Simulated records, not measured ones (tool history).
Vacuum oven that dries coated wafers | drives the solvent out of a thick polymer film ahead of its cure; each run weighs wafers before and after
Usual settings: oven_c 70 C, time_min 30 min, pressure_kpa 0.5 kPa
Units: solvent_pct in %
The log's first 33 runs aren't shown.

| run | hour | oven_c | time_min | pressure_kpa | solvent_pct |
|---|---|---|---|---|---|
| 34 | 1085.1 | 81 | 16 | 0.5 | 2.59 |
| 35 | 1108.1 | 80 | 30 | 1.733 | 0.9 |
| 36 | 1139.5 | 70 | 20 | 1.015 | 4.24 |
| 37 | 1164.9 | 59 | 44 | 1.015 | 3.31 |
| 38 | 1196.4 | 69 | 44 | 1.306 | 1.34 |
| 39 | 1238 | 69 | 44 | 1.306 | 1.35 |
| 40 | 1273.4 | 69 | 44 | 1.306 | 1.35 |
| 41 | 1315 | 69 | 44 | 1.306 | 1.38 |
| 42 | 1349.9 | 69 | 44 | 1.306 | 1.34 |
| 43 | 1395.3 | 69 | 44 | 1.306 | 1.32 |
| 44 | 1428.5 | 69 | 44 | 1.306 | 1.36 |
| 45 | 1465.7 | 60 | 20 | 1.206 | 6.86 |
| 46 | 1494.1 | 81 | 19 | 1.206 | 2 |

Forecast each of these 4 alternatives for the next run:
| A | 1535.2 | 81 | 27 | 1.206 | ? |
| B | 1535.2 | 70 | 30 | 0.488 | ? |
| C | 1535.2 | 77 | 36 | 1.665 | ? |
| D | 1535.2 | 68 | 19 | 1.206 | ? |

| run | solvent_pct |
|---|---|
| A | 0.93 |
| B | 2.3 |
| C | 0.9 |
| D | 5.03 |
Without the tool's hidden state the same runs would have given:
| run | solvent_pct |
|---|---|
| A | 0.93 |
| B | 2.31 |
| C | 0.9 |
| D | 5.06 |

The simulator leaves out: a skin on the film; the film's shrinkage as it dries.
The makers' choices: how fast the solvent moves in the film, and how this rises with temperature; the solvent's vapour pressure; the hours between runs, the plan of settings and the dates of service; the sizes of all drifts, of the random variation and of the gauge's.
